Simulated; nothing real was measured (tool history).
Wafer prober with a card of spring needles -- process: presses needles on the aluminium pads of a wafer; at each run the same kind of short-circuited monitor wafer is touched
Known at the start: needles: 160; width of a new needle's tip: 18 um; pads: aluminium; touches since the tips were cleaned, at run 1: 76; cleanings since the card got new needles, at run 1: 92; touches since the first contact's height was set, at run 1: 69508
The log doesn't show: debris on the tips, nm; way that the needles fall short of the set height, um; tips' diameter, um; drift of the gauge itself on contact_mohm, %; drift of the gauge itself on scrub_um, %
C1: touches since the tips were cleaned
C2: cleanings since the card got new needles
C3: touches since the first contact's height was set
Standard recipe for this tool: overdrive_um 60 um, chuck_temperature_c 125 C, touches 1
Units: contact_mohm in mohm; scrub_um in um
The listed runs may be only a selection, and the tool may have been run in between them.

run 1 hour=0.0 | overdrive_um=60 chuck_temperature_c=125 touches=1 | C1=76 C2=92 C3=69508 | contact_mohm=263 scrub_um=7.85
-- hour=5.9 tips cleaned on abrasive film
-- hour=13.1 tips cleaned on abrasive film
run 2 hour=18.9 | overdrive_um=65 chuck_temperature_c=125 touches=1 | C1=2546 C2=94 C3=77695 | contact_mohm=343 scrub_um=8.66
-- hour=20.4 tips cleaned on abrasive film
-- hour=26.3 tips cleaned on abrasive film
run 3 hour=31.6 | overdrive_um=60 chuck_temperature_c=125 touches=1 | C1=2331 C2=96 C3=83212 | contact_mohm=354 scrub_um=7.91
-- hour=33.2 tips cleaned on abrasive film
-- hour=40.4 tips cleaned on abrasive film
-- hour=47.7 tips cleaned on abrasive film
-- hour=53.9 tips cleaned on abrasive film
run 4 hour=53.9 | overdrive_um=60 chuck_temperature_c=125 touches=1 | C1=0 C2=100 C3=92824 | contact_mohm=268 scrub_um=7.76
-- hour=61.2 tips cleaned on abrasive film
-- hour=67.2 tips cleaned on abrasive film
-- hour=73.1 tips cleaned on abrasive film
run 5 hour=75.8 | overdrive_um=60 chuck_temperature_c=125 touches=1 | C1=1191 C2=103 C3=102282 | contact_mohm=323 scrub_um=7.60
-- hour=80.2 tips cleaned on abrasive film
-- hour=87.6 tips cleaned on abrasive film
run 6 hour=91.2 | overdrive_um=47 chuck_temperature_c=125 touches=1 | C1=1608 C2=105 C3=108986 | contact_mohm=398 scrub_um=5.86
-- hour=94.2 tips cleaned on abrasive film
-- hour=101.4 tips cleaned on abrasive film
-- hour=102.6 tips cleaned on abrasive film, once more
-- hour=109.6 tips cleaned on abrasive film
run 7 hour=111.6 | overdrive_um=68 chuck_temperature_c=102 touches=1 | C1=857 C2=109 C3=117737 | contact_mohm=287 scrub_um=8.78
-- hour=116.0 tips cleaned on abrasive film
-- hour=123.0 tips cleaned on abrasive film
-- hour=130.2 tips cleaned on abrasive film
run 8 hour=131.7 | overdrive_um=68 chuck_temperature_c=102 touches=1 | C1=644 C2=112 C3=126417 | contact_mohm=283 scrub_um=8.77
-- hour=137.2 tips cleaned on abrasive film
-- hour=144.3 tips cleaned on abrasive film
-- hour=150.2 tips cleaned on abrasive film
run 9 hour=155.6 | overdrive_um=60 chuck_temperature_c=32 touches=1 | C1=2363 C2=115 C3=136785 | contact_mohm=365 scrub_um=7.58
-- hour=157.1 tips cleaned on abrasive film
-- hour=164.5 tips cleaned on abrasive film
-- hour=170.4 tips cleaned on abrasive film
run 10 hour=176.2 | overdrive_um=60 chuck_temperature_c=125 touches=1 | C1=2538 C2=118 C3=145684 | contact_mohm=373 scrub_um=7.49
-- hour=177.7 tips cleaned on abrasive film
-- hour=183.6 tips cleaned on abrasive film
-- hour=190.9 tips cleaned on abrasive film
-- hour=196.8 tips cleaned on abrasive film
run 11 hour=202.6 | overdrive_um=61 chuck_temperature_c=62 touches=3 | C1=2534 C2=122 C3=157112 | contact_mohm=292 scrub_um=7.71

What if the next run were any one of these 5? Each begins from the tool's condition after run 11:
-- hour=204.1 tips cleaned on abrasive film
-- hour=210.1 tips cleaned on abrasive film
-- hour=217.3 tips cleaned on abrasive film
-- hour=223.4 tips cleaned on abrasive film
run A hour=223.4 | overdrive_um=60 chuck_temperature_c=34 touches=3 | C1=0 C2=126 C3=166062 | contact_mohm=? scrub_um=?
-- hour=204.1 tips cleaned on abrasive film
-- hour=210.1 tips cleaned on abrasive film
-- hour=217.3 tips cleaned on abrasive film
-- hour=223.4 tips cleaned on abrasive film
run B hour=223.4 | overdrive_um=66 chuck_temperature_c=125 touches=1 | C1=0 C2=126 C3=166062 | contact_mohm=? scrub_um=?
-- hour=204.1 tips cleaned on abrasive film
-- hour=210.1 tips cleaned on abrasive film
-- hour=217.3 tips cleaned on abrasive film
-- hour=223.4 tips cleaned on abrasive film
run C hour=223.4 | overdrive_um=61 chuck_temperature_c=62 touches=1 | C1=0 C2=126 C3=166062 | contact_mohm=? scrub_um=?
-- hour=204.1 tips cleaned on abrasive film
-- hour=210.1 tips cleaned on abrasive film
-- hour=217.3 tips cleaned on abrasive film
-- hour=223.4 tips cleaned on abrasive film
run D hour=223.4 | overdrive_um=72 chuck_temperature_c=122 touches=1 | C1=0 C2=126 C3=166062 | contact_mohm=? scrub_um=?
-- hour=204.1 tips cleaned on abrasive film
-- hour=210.1 tips cleaned on abrasive film
-- hour=217.3 tips cleaned on abrasive film
-- hour=223.4 tips cleaned on abrasive film
run E hour=223.4 | overdrive_um=41 chuck_temperature_c=125 touches=2 | C1=0 C2=126 C3=166062 | contact_mohm=? scrub_um=?

run=A contact_mohm=239 scrub_um=7.37
run=B contact_mohm=267 scrub_um=8.23
run=C contact_mohm=256 scrub_um=7.42
run=D contact_mohm=263 scrub_um=8.82
run=E contact_mohm=317 scrub_um=4.60
What these runs would have given with no unlogged condition in the tool:
run=A contact_mohm=220 scrub_um=8.34
run=B contact_mohm=241 scrub_um=9.18
run=C contact_mohm=228 scrub_um=8.37
run=D contact_mohm=241 scrub_um=9.78
run=E contact_mohm=267 scrub_um=5.55
